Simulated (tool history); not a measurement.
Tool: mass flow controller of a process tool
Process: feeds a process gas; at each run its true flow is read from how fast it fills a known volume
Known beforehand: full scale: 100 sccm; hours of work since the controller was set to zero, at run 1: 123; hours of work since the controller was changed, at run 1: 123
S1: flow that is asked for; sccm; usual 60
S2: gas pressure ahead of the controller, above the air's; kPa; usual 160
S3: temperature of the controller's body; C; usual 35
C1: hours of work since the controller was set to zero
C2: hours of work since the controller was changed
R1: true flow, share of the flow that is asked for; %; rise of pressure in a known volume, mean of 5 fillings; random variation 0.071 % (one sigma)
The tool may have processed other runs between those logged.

{"run": 1, "hour": 0.0, "S1": 60, "S2": 160, "S3": 35, "C1": 123, "C2": 123, "R1": 99.66}
{"run": 2, "hour": 85.9, "S1": 60, "S2": 160, "S3": 35, "C1": 160, "C2": 160, "R1": 99.84}
{"run": 3, "hour": 154.3, "S1": 60, "S2": 160, "S3": 35, "C1": 190, "C2": 190, "R1": 99.78}
{"run": 4, "hour": 252.5, "S1": 60, "S2": 160, "S3": 35, "C1": 233, "C2": 233, "R1": 99.81}
{"run": 5, "hour": 336.6, "S1": 60, "S2": 160, "S3": 35, "C1": 270, "C2": 270, "R1": 99.9}
{"run": 6, "hour": 423.1, "S1": 60, "S2": 160, "S3": 35, "C1": 308, "C2": 308, "R1": 99.88}
{"run": 7, "hour": 521.8, "S1": 60, "S2": 160, "S3": 35, "C1": 351, "C2": 351, "R1": 100.09}
{"run": 8, "hour": 574.2, "S1": 60, "S2": 160, "S3": 35, "C1": 374, "C2": 374, "R1": 100.05}
{"run": 9, "hour": 671.4, "S1": 60, "S2": 160, "S3": 35, "C1": 416, "C2": 416, "R1": 100.03}
{"run": 10, "hour": 720.3, "S1": 60, "S2": 160, "S3": 27, "C1": 437, "C2": 437, "R1": 100.39}
{"run": 11, "hour": 780.9, "S1": 60, "S2": 156, "S3": 35, "C1": 464, "C2": 464, "R1": 100.2}
{"run": 12, "hour": 874.6, "S1": 60, "S2": 156, "S3": 35, "C1": 505, "C2": 505, "R1": 100.2}
{"run": 13, "hour": 967.9, "S1": 60, "S2": 156, "S3": 35, "C1": 545, "C2": 545, "R1": 100.38}
{"run": 14, "hour": 1061.9, "S1": 60, "S2": 160, "S3": 30, "C1": 586, "C2": 586, "R1": 100.46}
{"run": 15, "hour": 1141.4, "S1": 60, "S2": 160, "S3": 30, "C1": 621, "C2": 621, "R1": 100.34}
{"run": 16, "hour": 1241.5, "S1": 60, "S2": 160, "S3": 30, "C1": 665, "C2": 665, "R1": 100.62}
{"run": 17, "hour": 1305.8, "S1": 60, "S2": 160, "S3": 34, "C1": 693, "C2": 693, "R1": 100.44}
{"run": 18, "hour": 1393.2, "S1": 60, "S2": 160, "S3": 34, "C1": 731, "C2": 731, "R1": 100.42}
{"run": 19, "hour": 1492.8, "S1": 60, "S2": 160, "S3": 34, "C1": 775, "C2": 775, "R1": 100.49}
{"run": 20, "hour": 1561.6, "S1": 58, "S2": 160, "S3": 35, "C1": 805, "C2": 805, "R1": 100.57}
{"run": 21, "hour": 1602.3, "S1": 58, "S2": 160, "S3": 35, "C1": 822, "C2": 822, "R1": 100.49}
{"run": 22, "hour": 1683.1, "S1": 60, "S2": 160, "S3": 25, "C1": 858, "C2": 858, "R1": 100.84}
{"run": 23, "hour": 1745.8, "S1": 60, "S2": 160, "S3": 35, "C1": 885, "C2": 885, "R1": 100.58}
{"run": 24, "hour": 1805.3, "S1": 60, "S2": 160, "S3": 35, "C1": 911, "C2": 911, "R1": 100.72}
{"run": 25, "hour": 1877.1, "S1": 60, "S2": 160, "S3": 27, "C1": 942, "C2": 942, "R1": 100.77}
{"run": 26, "hour": 1918.6, "S1": 60, "S2": 160, "S3": 27, "C1": 960, "C2": 960, "R1": 101.01}
{"run": 27, "hour": 2012.5, "S1": 60, "S2": 270, "S3": 27, "C1": 1001, "C2": 1001, "R1": 100.6}
{"run": 28, "hour": 2064.6, "S1": 16, "S2": 252, "S3": 35, "C1": 1024, "C2": 1024, "R1": 100.27}
{"run": 29, "hour": 2142.7, "S1": 16, "S2": 252, "S3": 35, "C1": 1058, "C2": 1058, "R1": 100.25}
{"run": 30, "hour": 2232.1, "S1": 16, "S2": 252, "S3": 35, "C1": 1097, "C2": 1097, "R1": 100.24}
{"run": 31, "hour": 2312.4, "S1": 16, "S2": 144, "S3": 35, "C1": 1132, "C2": 1132, "R1": 100.87}
{"run": 32, "hour": 2400.5, "S1": 74, "S2": 163, "S3": 24, "C1": 1171, "C2": 1171, "R1": 101.41}
{"run": 33, "hour": 2492.4, "S1": 51, "S2": 190, "S3": 35, "C1": 1211, "C2": 1211, "R1": 100.89}
{"run": 34, "hour": 2556.7, "S1": 51, "S2": 190, "S3": 35, "C1": 1239, "C2": 1239, "R1": 100.91}
{"run": 35, "hour": 2627.1, "S1": 60, "S2": 271, "S3": 35, "C1": 1270, "C2": 1270, "R1": 100.67}
{"run": 36, "hour": 2671.3, "S1": 60, "S2": 210, "S3": 38, "C1": 1289, "C2": 1289, "R1": 100.88}
{"run": 37, "hour": 2761.0, "S1": 45, "S2": 274, "S3": 27, "C1": 1328, "C2": 1328, "R1": 100.89}
{"run": 38, "hour": 2801.5, "S1": 94, "S2": 274, "S3": 27, "C1": 1346, "C2": 1346, "R1": 101.11}

For run 39, what comes out?
{"run": 39, "hour": 2889.3, "S1": 94, "S2": 274, "S3": 27, "C1": 1384, "C2": 1384, "R1": "?"}

{"run 39": {"R1": 101.18}}
Take away the tool's hidden state, keep the run-to-run variation as it was, and the same run would have given R1 99.64 %.
